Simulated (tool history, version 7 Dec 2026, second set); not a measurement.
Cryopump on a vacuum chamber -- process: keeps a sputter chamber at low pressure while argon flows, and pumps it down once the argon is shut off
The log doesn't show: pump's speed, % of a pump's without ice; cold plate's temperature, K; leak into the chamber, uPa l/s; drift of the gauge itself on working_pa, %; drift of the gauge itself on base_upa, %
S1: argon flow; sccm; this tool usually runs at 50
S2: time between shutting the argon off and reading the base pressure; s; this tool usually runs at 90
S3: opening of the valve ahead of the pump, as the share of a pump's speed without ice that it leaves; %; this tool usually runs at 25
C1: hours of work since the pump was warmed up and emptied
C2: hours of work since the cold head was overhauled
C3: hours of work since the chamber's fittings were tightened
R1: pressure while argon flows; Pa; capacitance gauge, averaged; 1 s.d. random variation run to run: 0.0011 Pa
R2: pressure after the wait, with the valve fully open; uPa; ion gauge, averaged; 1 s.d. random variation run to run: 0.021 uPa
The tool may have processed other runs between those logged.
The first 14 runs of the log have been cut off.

run,day,S1,S2,S3,C1,C2,C3,R1,R2
15,16.562,45,90,25,195,788,788,0.2341,0.83
16,18.092,45,90,25,212,805,805,0.2346,0.9
17,19.379,45,115,25,226,819,819,0.2343,0.79
18,20.921,54,23,58,243,836,836,0.1249,1.72
19,22.238,54,23,26,257,850,850,0.2735,1.74
20,22.971,68,226,26,265,858,858,0.3408,0.73
21,24.208,50,90,41,279,872,872,0.1619,0.92
22,25.396,32,23,24,292,885,885,0.1741,1.76
23,26.496,39,75,24,304,897,897,0.2124,0.94
24,27.792,39,75,24,318,911,911,0.2105,0.98
25,28.85,26,46,15,329,923,923,0.2244,1.2
26,30.338,31,46,47,346,939,939,0.0894,1.22
27,31.717,30,158,25,361,954,954,0.1582,0.86
28,32.742,41,90,19,372,965,965,0.2805,0.98
29,33.733,45,112,51,383,976,976,0.1195,0.91
30,34.838,50,148,53,395,988,988,0.1278,0.88
31,36.392,73,258,25,412,1005,1005,0.3862,0.82
32,37.75,59,100,25,427,1020,1020,0.313,1.03
33,39.538,50,231,25,446,1039,1039,0.2639,0.84
34,40.588,68,231,22,458,1051,1051,0.4089,0.81

Each row is a separate what-if for the run after 34, all from the same tool condition, not one after another. Results?
A,41.95,33,231,22,472,1065,1065,?,?
B,41.95,55,110,50,472,1065,1065,?,?
C,41.95,52,105,16,472,1065,1065,?,?

run,R1,R2
A,0.1988,0.82
B,0.1522,0.96
C,0.4279,0.96
Without the tool's unlogged condition, the same runs would have read:
run,R1,R2
A,0.1922,0.3
B,0.1412,0.46
C,0.4175,0.45

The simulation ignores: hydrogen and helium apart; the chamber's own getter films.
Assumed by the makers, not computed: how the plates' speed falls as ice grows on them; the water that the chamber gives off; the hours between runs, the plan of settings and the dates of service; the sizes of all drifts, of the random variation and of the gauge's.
